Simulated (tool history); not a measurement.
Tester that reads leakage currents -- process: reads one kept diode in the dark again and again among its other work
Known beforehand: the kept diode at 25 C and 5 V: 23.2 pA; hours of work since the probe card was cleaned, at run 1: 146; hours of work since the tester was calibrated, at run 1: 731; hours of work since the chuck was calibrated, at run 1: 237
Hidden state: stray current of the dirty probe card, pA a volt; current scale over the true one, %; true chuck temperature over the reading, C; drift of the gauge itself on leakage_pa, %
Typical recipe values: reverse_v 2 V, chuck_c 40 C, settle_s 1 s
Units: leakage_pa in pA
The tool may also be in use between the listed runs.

run      day  reverse_v  chuck_c  settle_s  hours of work since the probe card was cleaned  hours of work since the tester was calibrated  hours of work since the chuck was calibrated  leakage_pa
  1        0          2       40         1                                             146                                            731                                           237       56.38
  2    3.738          2       40         1                                             210                                            794                                           300       56.84
  3    8.221          2       40         1                                             286                                            870                                           376        57.2
  4   10.946          2       40         1                                             332                                            916                                           422        57.5
  5   16.912          2       40         1                                             433                                           1017                                           523       58.36
  6   20.342          2       40         1                                             491                                           1076                                           582       58.22
  7    25.25          2       40         1                                             574                                           1159                                           665       59.05
  8   29.796          2       40         1                                             651                                           1236                                           742       59.67
  9   35.446          2       55         1                                             747                                           1332                                           838      179.66
 10    41.85          2       55         1                                             856                                           1440                                           946      182.85
 11   46.279          2       55         1                                             931                                           1515                                          1021      183.07
 12   51.721          2       55         1                                            1023                                           1608                                          1114       182.3
 13   57.475          2       55         1                                            1121                                           1705                                          1211      184.57
 14   62.867          2       40         1                                            1212                                           1796                                          1302        62.6
 15   68.517          2       40         1                                            1308                                           1892                                          1398       63.18
 16   73.417          2       40         1                                            1391                                           1975                                          1481       63.75
 17   77.079          2       45         1                                            1453                                           2037                                          1543       92.52
 18   82.642       1.61       25      0.73                                            1547                                           2132                                          1638       20.23
 19   86.029       1.51       40      3.08                                            1605                                           2189                                          1695       56.35
 20   90.304       1.51       40      3.08                                            1677                                           2262                                          1768       56.84
      91.754  -- chuck's temperature calibrated
 21   93.771       1.51       42      3.08                                            1734                                           2319                                            34       61.67
      94.367  -- tester calibrated
      97.971  -- probe card cleaned and baked
 22   99.133       1.51       42      3.08                                              20                                             79                                           122       58.02
 23  104.038       2.46       24      0.86                                             103                                            162                                           205        17.5
 24  108.175       3.29       33         1                                             173                                            232                                           275       41.68
     109.633  -- tester calibrated, once more
 25  111.458          2       46      0.43                                             227                                             31                                           329       91.41
 26  114.912       1.08       47       1.4                                             286                                             89                                           388       74.38
 27  119.558          2       40       4.8                                             365                                            168                                           466       57.25
 28  125.312       1.24       39         1                                             462                                            266                                           564       43.49
 29  130.888       1.24       39         1                                             557                                            360                                           658       43.68
 30  134.067      12.56       40      4.76                                             610                                            414                                           712      139.61
 31  138.392      12.56       40      4.76                                             684                                            487                                           786      141.53
 32  144.792       7.56       40      4.76                                             792                                            596                                           894      112.59

Consider 4 possible next runs. They are alternatives, not a sequence: every one starts from the tool as it was left by run 32. What does each give?
  A  150.379       7.56       40      4.25                                             887                                            691                                           989           ?
  B  150.379       2.06       40      4.76                                             887                                            691                                           989           ?
  C  150.379       3.33       40      1.05                                             887                                            691                                           989           ?
  D  150.379      11.71       24      6.45                                             887                                            691                                           989           ?

run  leakage_pa
  A      113.79
  B       61.13
  C       77.55
  D        50.3
The same runs, with their run-to-run variation unchanged, on a tool lacking any hidden condition would have given:
run  leakage_pa
  A       98.33
  B       55.56
  C       69.54
  D       31.79

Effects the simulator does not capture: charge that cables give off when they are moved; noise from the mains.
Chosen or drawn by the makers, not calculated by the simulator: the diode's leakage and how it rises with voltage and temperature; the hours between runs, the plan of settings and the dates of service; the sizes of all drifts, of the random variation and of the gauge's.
